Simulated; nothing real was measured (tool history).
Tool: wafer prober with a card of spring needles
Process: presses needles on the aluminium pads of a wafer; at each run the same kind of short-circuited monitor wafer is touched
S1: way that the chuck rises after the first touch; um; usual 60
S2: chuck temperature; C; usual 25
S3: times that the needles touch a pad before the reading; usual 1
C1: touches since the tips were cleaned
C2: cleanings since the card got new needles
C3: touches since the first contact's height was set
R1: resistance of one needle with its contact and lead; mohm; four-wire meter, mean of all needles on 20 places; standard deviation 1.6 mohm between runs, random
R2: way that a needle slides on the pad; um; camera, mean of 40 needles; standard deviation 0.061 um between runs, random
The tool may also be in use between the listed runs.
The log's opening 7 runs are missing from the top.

At day 1.825: tips cleaned on abrasive film.
At day 2.117: tips cleaned on abrasive film.
Run 8, day 2.117: usual settings but S3 2; C1 0; C2 17; C3 90009. Result: R1 159 mohm, R2 16.07 um.
At day 2.421: tips cleaned on abrasive film.
Run 9, day 2.604: usual settings but S3 2; C1 3212; C2 18; C3 98433. Result: R1 162 mohm, R2 16.02 um.
At day 2.738: tips cleaned on abrasive film.
Run 10, day 2.946: usual settings but S2 73 C, S3 2; C1 3627; C2 19; C3 104309. Result: R1 171 mohm, R2 16.16 um.
At day 3.042: tips cleaned on abrasive film.
At day 3.354: tips cleaned on abrasive film.
Run 11, day 3.358: usual settings but S1 41 um; C1 64; C2 21; C3 111413. Result: R1 170 mohm, R2 10.94 um.
At day 3.662: tips cleaned on abrasive film.
Run 12, day 3.662: usual settings; C1 0; C2 22; C3 116640. Result: R1 160 mohm, R2 15.99 um.
At day 3.971: tips cleaned on abrasive film.
Run 13, day 3.971: usual settings; C1 0; C2 23; C3 121974. Result: R1 156 mohm, R2 15.95 um.
At day 4.275: tips cleaned on abrasive film.
Run 14, day 4.333: usual settings; C1 1058; C2 24; C3 128246. Result: R1 160 mohm, R2 16.04 um.
At day 4.579: tips cleaned on abrasive film.
Run 15, day 4.592: usual settings; C1 266; C2 25; C3 132713. Result: R1 160 mohm, R2 16.06 um.
At day 4.883: tips cleaned on abrasive film.
Run 16, day 5.008: usual settings but S2 60 C; C1 2218; C2 26; C3 139921. Result: R1 167 mohm, R2 16.1 um.
At day 5.183: tips cleaned on abrasive film.
Run 17, day 5.429: usual settings but S2 60 C; C1 4326; C2 27; C3 147180. Result: R1 165 mohm, R2 16.09 um.
At day 5.475: tips cleaned on abrasive film.
At day 5.771: tips cleaned on abrasive film.
Run 18, day 5.817: usual settings but S2 42 C, S3 2; C1 838; C2 29; C3 153840. Result: R1 160 mohm, R2 15.98 um.
At day 6.104: tips cleaned on abrasive film.
Run 19, day 6.183: usual settings but S1 78 um, S2 36 C; C1 1408; C2 30; C3 160137. Result: R1 157 mohm, R2 20.87 um.
At day 6.396: tips cleaned on abrasive film.
Run 20, day 6.596: usual settings but S1 77 um, S2 50 C; C1 3547; C2 31; C3 167316. Result: R1 159 mohm, R2 20.61 um.
At day 6.692: tips cleaned on abrasive film.
At day 6.988: tips cleaned on abrasive film.
Run 21, day 6.988: usual settings but S1 76 um, S3 2; C1 0; C2 33; C3 173997. Result: R1 156 mohm, R2 20.36 um.
At day 7.296: tips cleaned on abrasive film.
Run 22, day 7.475: usual settings but S1 53 um, S2 34 C; C1 3127; C2 34; C3 182425. Result: R1 165 mohm, R2 14.19 um.
At day 7.588: tips cleaned on abrasive film.
Run 23, day 7.788: usual settings but S1 53 um, S2 34 C; C1 3469; C2 35; C3 187820. Result: R1 164 mohm, R2 14.18 um.
At day 7.879: tips cleaned on abrasive film.
Run 24, day 8.083: usual settings but S1 53 um, S2 111 C, S3 2; C1 3529; C2 36; C3 192916. Result: R1 183 mohm, R2 14.15 um.
At day 8.171: tips cleaned on abrasive film.
At day 8.475: tips cleaned on abrasive film.
Run 25, day 8.55: usual settings but S1 76 um, S2 49 C, S3 2; C1 1326; C2 38; C3 200961. Result: R1 159 mohm, R2 20.49 um.
At day 8.779: tips cleaned on abrasive film.
Run 26, day 8.904: usual settings but S1 52 um, S3 2; C1 2210; C2 39; C3 207052. Result: R1 163 mohm, R2 13.94 um.
At day 9.071: tips cleaned on abrasive film.
Run 27, day 9.2: usual settings but S1 52 um, S3 2; C1 2288; C2 40; C3 212158. Result: R1 161 mohm, R2 13.86 um.
At day 9.367: tips cleaned on abrasive film.
At day 9.662: tips cleaned on abrasive film.
Run 28, day 9.733: usual settings but S1 52 um, S3 2; C1 1217; C2 42; C3 221336. Result: R1 162 mohm, R2 13.92 um.
At day 9.958: tips cleaned on abrasive film.
Run 29, day 10.021: usual settings but S1 64 um, S2 112 C; C1 1062; C2 43; C3 226274. Result: R1 172 mohm, R2 17.19 um.
At day 10.254: tips cleaned on abrasive film.
Run 30, day 10.525: usual settings but S1 64 um, S2 112 C; C1 4756; C2 44; C3 235053. Result: R1 172 mohm, R2 17.13 um.

Estimate the outcome of run 31 from the log above:
At day 10.579: tips cleaned on abrasive film.
At day 10.883: tips cleaned on abrasive film.
Run 31, day 10.983: usual settings but S1 43 um, S3 2; C1 1728; C2 46; C3 242901. Result: R1 ?, R2 ?.

{"run 31": {"R1": 168, "R2": 11.48}}
Were there no unlogged condition in the tool, this run, its random variation unchanged, would have produced R1 168 mohm, R2 11.49 um.

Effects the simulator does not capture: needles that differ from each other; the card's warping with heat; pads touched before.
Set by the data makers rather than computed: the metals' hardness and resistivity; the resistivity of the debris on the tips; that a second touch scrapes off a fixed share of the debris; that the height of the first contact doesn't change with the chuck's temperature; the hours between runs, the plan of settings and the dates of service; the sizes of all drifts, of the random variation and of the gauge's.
